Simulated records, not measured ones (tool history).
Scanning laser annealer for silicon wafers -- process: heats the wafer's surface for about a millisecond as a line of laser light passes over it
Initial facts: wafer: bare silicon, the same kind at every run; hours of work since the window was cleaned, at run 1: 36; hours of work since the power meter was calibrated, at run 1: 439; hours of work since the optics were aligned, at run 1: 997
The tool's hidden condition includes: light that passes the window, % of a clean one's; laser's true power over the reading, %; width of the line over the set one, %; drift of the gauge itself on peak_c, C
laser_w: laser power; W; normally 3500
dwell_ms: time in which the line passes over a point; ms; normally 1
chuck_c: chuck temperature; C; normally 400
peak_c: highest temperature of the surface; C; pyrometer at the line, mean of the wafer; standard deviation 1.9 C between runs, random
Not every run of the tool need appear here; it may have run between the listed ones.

| run | day | laser_w | dwell_ms | chuck_c | hours of work since the window was cleaned | hours of work since the power meter was calibrated | hours of work since the optics were aligned | peak_c |
|---|---|---|---|---|---|---|---|---|
| 1 | 0 | 3500 | 1 | 400 | 36 | 439 | 997 | 1156 |
| 2 | 3.896 | 3023 | 1 | 400 | 74 | 477 | 1035 | 1030 |
| 3 | 6.408 | 3083 | 1 | 400 | 99 | 502 | 1059 | 1048 |
| 4 | 8.258 | 3083 | 1 | 400 | 117 | 520 | 1077 | 1048 |
| 5 | 11.629 | 3083 | 1 | 362 | 150 | 553 | 1110 | 1009 |
| 6 | 15.8 | 3083 | 1 | 362 | 191 | 594 | 1151 | 1011 |
| 7 | 19.421 | 3083 | 1 | 362 | 226 | 629 | 1186 | 1012 |
| 8 | 22.088 | 3083 | 1 | 362 | 252 | 655 | 1212 | 1010 |
| 9 | 24.158 | 3083 | 1 | 362 | 272 | 675 | 1232 | 1006 |
| 10 | 27.625 | 3083 | 1 | 362 | 306 | 709 | 1266 | 1013 |
| 11 | 30.933 | 3048 | 1 | 400 | 338 | 741 | 1299 | 1040 |
| 12 | 34.217 | 3500 | 1 | 400 | 370 | 774 | 1331 | 1158 |
|  | 36.071 | optics aligned, line set to its width |
| 13 | 37.688 | 3500 | 1 | 400 | 402 | 805 | 16 | 1153 |
| 14 | 40 | 3500 | 1 | 370 | 425 | 828 | 38 | 1126 |
| 15 | 42.104 | 3500 | 1 | 370 | 445 | 848 | 59 | 1126 |
| 16 | 45.829 | 3500 | 1 | 370 | 482 | 885 | 95 | 1124 |
| 17 | 48.283 | 3500 | 1 | 400 | 506 | 909 | 119 | 1155 |
| 18 | 51.504 | 3500 | 1 | 400 | 537 | 940 | 151 | 1156 |
| 19 | 54.783 | 3500 | 1 | 400 | 569 | 972 | 183 | 1158 |
| 20 | 57.012 | 3500 | 1 | 364 | 591 | 994 | 205 | 1120 |
|  | 60.133 | window over the wafer cleaned |
| 21 | 60.458 | 3500 | 1 | 364 | 3 | 1027 | 237 | 1125 |
| 22 | 63.717 | 3577 | 1 | 365 | 35 | 1059 | 269 | 1143 |
| 23 | 65.546 | 3577 | 1 | 402 | 53 | 1077 | 287 | 1179 |
| 24 | 68.538 | 3577 | 1 | 402 | 82 | 1106 | 316 | 1179 |
| 25 | 70.7 | 3577 | 1 | 402 | 103 | 1127 | 337 | 1182 |
| 26 | 74.762 | 3577 | 1 | 402 | 143 | 1167 | 377 | 1182 |
| 27 | 77.4 | 3830 | 0.81 | 365 | 169 | 1192 | 403 | 1116 |
| 28 | 79.408 | 3830 | 0.81 | 365 | 188 | 1212 | 422 | 1119 |
| 29 | 82.812 | 3830 | 0.81 | 365 | 221 | 1245 | 456 | 1118 |
| 30 | 86.971 | 3830 | 0.81 | 365 | 262 | 1286 | 496 | 1118 |
| 31 | 90.346 | 3500 | 1 | 417 | 295 | 1319 | 529 | 1175 |
| 32 | 93.092 | 3500 | 1 | 417 | 322 | 1346 | 556 | 1174 |
| 33 | 94.892 | 3486 | 1.18 | 382 | 339 | 1363 | 574 | 1210 |
| 34 | 98.379 | 3102 | 0.94 | 400 | 373 | 1397 | 608 | 1030 |
| 35 | 102.15 | 3102 | 0.94 | 400 | 410 | 1434 | 644 | 1028 |
| 36 | 104.079 | 3163 | 1 | 413 | 429 | 1453 | 663 | 1082 |
| 37 | 108.142 | 3010 | 1 | 384 | 469 | 1493 | 703 | 1016 |
| 38 | 111.154 | 3010 | 1 | 384 | 498 | 1522 | 732 | 1011 |
| 39 | 114.492 | 3509 | 0.79 | 418 | 531 | 1555 | 765 | 1087 |
| 40 | 117.725 | 3598 | 1 | 364 | 562 | 1586 | 797 | 1147 |
| 41 | 120.054 | 2976 | 0.85 | 388 | 585 | 1609 | 819 | 957 |
| 42 | 121.825 | 3353 | 0.89 | 372 | 602 | 1626 | 837 | 1048 |

Describe how what the log doesn't record of the tool's condition differs between the last listed run preceding each entry between runs and the first listed run following it.
Logged between run 12 and run 13: optics aligned, line set to its width (day 36.071)
  light that passes the window, % of a clean one's: 99.93 -> 99.92; width of the line over the set one, %: 0.09 -> 0
Logged between run 20 and run 21: window over the wafer cleaned (day 60.133)
  light that passes the window, % of a clean one's: 99.89 -> 99.99; width of the line over the set one, %: 0.01 -> 0.02
